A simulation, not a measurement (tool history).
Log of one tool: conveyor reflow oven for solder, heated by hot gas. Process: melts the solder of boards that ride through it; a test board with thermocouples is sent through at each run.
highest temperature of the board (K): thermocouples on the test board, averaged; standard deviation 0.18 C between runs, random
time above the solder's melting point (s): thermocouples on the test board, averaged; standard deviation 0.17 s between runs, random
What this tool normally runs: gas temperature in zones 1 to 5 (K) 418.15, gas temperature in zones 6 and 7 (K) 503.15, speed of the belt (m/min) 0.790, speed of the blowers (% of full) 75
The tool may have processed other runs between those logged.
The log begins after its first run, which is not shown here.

| run | hour | gas temperature in zones 1 to 5 (K) | gas temperature in zones 6 and 7 (K) | speed of the belt (m/min) | speed of the blowers (% of full) | highest temperature of the board (K) | time above the solder's melting point (s) |
|---|---|---|---|---|---|---|---|
| 2 | 16.3 | 418.15 | 503.15 | 0.790 | 75 | 490.25 | 47.9 |
| 3 | 27.1 | 418.15 | 503.15 | 0.790 | 75 | 489.95 | 47.6 |
| 4 | 35.7 | 418.15 | 503.15 | 0.790 | 75 | 490.05 | 47.3 |
| 5 | 47.1 | 418.15 | 503.15 | 0.790 | 75 | 489.85 | 47.3 |
| 6 | 63.3 | 418.15 | 503.15 | 0.790 | 75 | 489.55 | 47.7 |
| 7 | 72.7 | 418.15 | 500.15 | 0.790 | 75 | 487.25 | 45.7 |
| 8 | 89.5 | 418.15 | 500.15 | 0.790 | 75 | 487.05 | 45.6 |
| 9 | 107.1 | 418.15 | 500.15 | 0.790 | 75 | 487.05 | 46.0 |
| 10 | 122.7 | 418.15 | 500.15 | 0.790 | 75 | 486.85 | 45.9 |
| 11 | 134.7 | 418.15 | 511.15 | 0.790 | 75 | 496.35 | 51.0 |
| 12 | 152.7 | 418.15 | 511.15 | 0.790 | 75 | 496.45 | 51.0 |
| 13 | 163.0 | 410.15 | 503.15 | 0.790 | 75 | 487.75 | 43.8 |
| 14 | 175.6 | 410.15 | 503.15 | 0.742 | 75 | 489.55 | 48.1 |
| 15 | 186.5 | 410.15 | 503.15 | 0.742 | 75 | 489.95 | 48.0 |
| 16 | 195.7 | 418.15 | 512.15 | 0.790 | 75 | 497.05 | 51.2 |
| 17 | 204.0 | 418.15 | 496.15 | 0.760 | 75 | 484.35 | 45.6 |
| 18 | 218.8 | 418.15 | 496.15 | 0.760 | 75 | 483.95 | 45.6 |
| 19 | 234.5 | 418.15 | 496.15 | 0.760 | 75 | 484.15 | 45.2 |
|  | 240.5 | flux residue cleaned out of gas plates and filters |
| 20 | 250.1 | 418.15 | 496.15 | 0.760 | 75 | 483.35 | 44.9 |
| 21 | 268.2 | 403.15 | 495.15 | 0.832 | 52 | 470.55 | 22.9 |
| 22 | 284.0 | 418.15 | 503.15 | 0.790 | 51 | 482.75 | 41.0 |
| 23 | 291.9 | 418.15 | 503.15 | 0.797 | 75 | 488.45 | 45.6 |

Run 24 has not been measured yet. What should we expect?
| 24 | 304.4 | 418.15 | 503.15 | 0.797 | 75 | ? | ? |

Run 24 produced highest temperature of the board (K) 488.15, time above the solder's melting point (s) 45.3.
Take away the tool's hidden state, keep the run-to-run variation as it was, and the same run would have given highest temperature of the board (K) 488.85, time above the solder's melting point (s) 46.2.

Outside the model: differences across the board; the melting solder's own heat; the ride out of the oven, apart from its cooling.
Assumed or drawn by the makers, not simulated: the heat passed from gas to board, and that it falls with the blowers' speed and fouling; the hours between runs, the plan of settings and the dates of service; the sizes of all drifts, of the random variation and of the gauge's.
